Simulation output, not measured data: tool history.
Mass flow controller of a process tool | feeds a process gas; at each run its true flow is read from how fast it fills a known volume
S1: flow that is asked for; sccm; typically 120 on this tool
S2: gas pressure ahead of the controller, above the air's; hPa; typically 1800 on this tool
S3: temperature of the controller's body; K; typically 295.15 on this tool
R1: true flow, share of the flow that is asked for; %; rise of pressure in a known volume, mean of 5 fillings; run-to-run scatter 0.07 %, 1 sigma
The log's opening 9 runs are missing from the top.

run	hour	S1	S2	S3	R1
10	467.8	120	1800	295.15	99.26
11	520.7	120	1800	295.15	99.32
12	584.3	120	1800	295.15	99.39
13	636.0	120	1800	295.15	99.35
14	690.0	120	1800	303.15	98.67
15	747.2	120	1800	303.15	98.67
16	829.1	120	1800	307.15	98.33
17	891.5	120	1800	307.15	98.33
18	964.0	120	1800	307.15	98.33
19	1019.1	120	1480	295.15	99.26
20	1099.8	120	1480	295.15	99.29
21	1149.9	120	1480	295.15	99.18
22	1227.9	120	1480	295.15	99.26
23	1279.2	120	1800	295.15	99.40
24	1348.0	120	1800	295.15	99.39
25	1397.0	33	1920	293.15	99.61
26	1469.2	33	1920	293.15	99.57
27	1551.5	82	1410	293.15	99.18
28	1606.7	120	1770	297.15	99.21
29	1645.1	120	1630	295.15	99.29
30	1717.9	120	1630	295.15	99.39
31	1780.8	120	1630	295.15	99.22

Forecast run 32:
32	1827.0	120	1630	295.15	?

Run 32 came out at R1 99.38 %.
Were there no unlogged condition in the tool, this run, its random variation unchanged, would have produced R1 99.38 %.
